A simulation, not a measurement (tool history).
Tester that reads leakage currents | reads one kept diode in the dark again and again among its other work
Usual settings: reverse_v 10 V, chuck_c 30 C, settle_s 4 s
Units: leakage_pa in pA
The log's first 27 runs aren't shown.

run	hour	reverse_v	chuck_c	settle_s	leakage_pa
# hour 1491.1: chuck's temperature calibrated, once more
28	1514.6	10	36	2.83	430.53
29	1573.6	10	36	2.83	432.8
30	1631.9	10	36	2.83	432.78
31	1679	1	30	3.62	66.28
32	1724.1	1	30	3.62	66.26
33	1791.8	4.2	21	4	70.15
34	1824.5	4.2	21	6.02	70.14
35	1877.7	16.8	30	0.56	362.98
36	1926.1	10	47	0.67	1062.56
37	1976.3	10	47	0.67	1064.63
38	2049.6	7.8	57	0.77	1947.2
39	2098.8	2.9	50	5.75	640.62
40	2142.2	1.7	55	0.45	682.53
41	2210.7	1.7	55	0.45	682.9

3 ways to go on from here, each from the tool as it stands after run 41. What would each give?
A	2266.6	1.7	55	1.39	?
B	2266.6	11.1	24	0.45	?
C	2266.6	12.3	23	7.98	?

run	leakage_pa
A	689.02
B	172.43
C	163.62
Without the tool's hidden state the same runs would have given:
run	leakage_pa
A	662.43
B	163.31
C	154.54

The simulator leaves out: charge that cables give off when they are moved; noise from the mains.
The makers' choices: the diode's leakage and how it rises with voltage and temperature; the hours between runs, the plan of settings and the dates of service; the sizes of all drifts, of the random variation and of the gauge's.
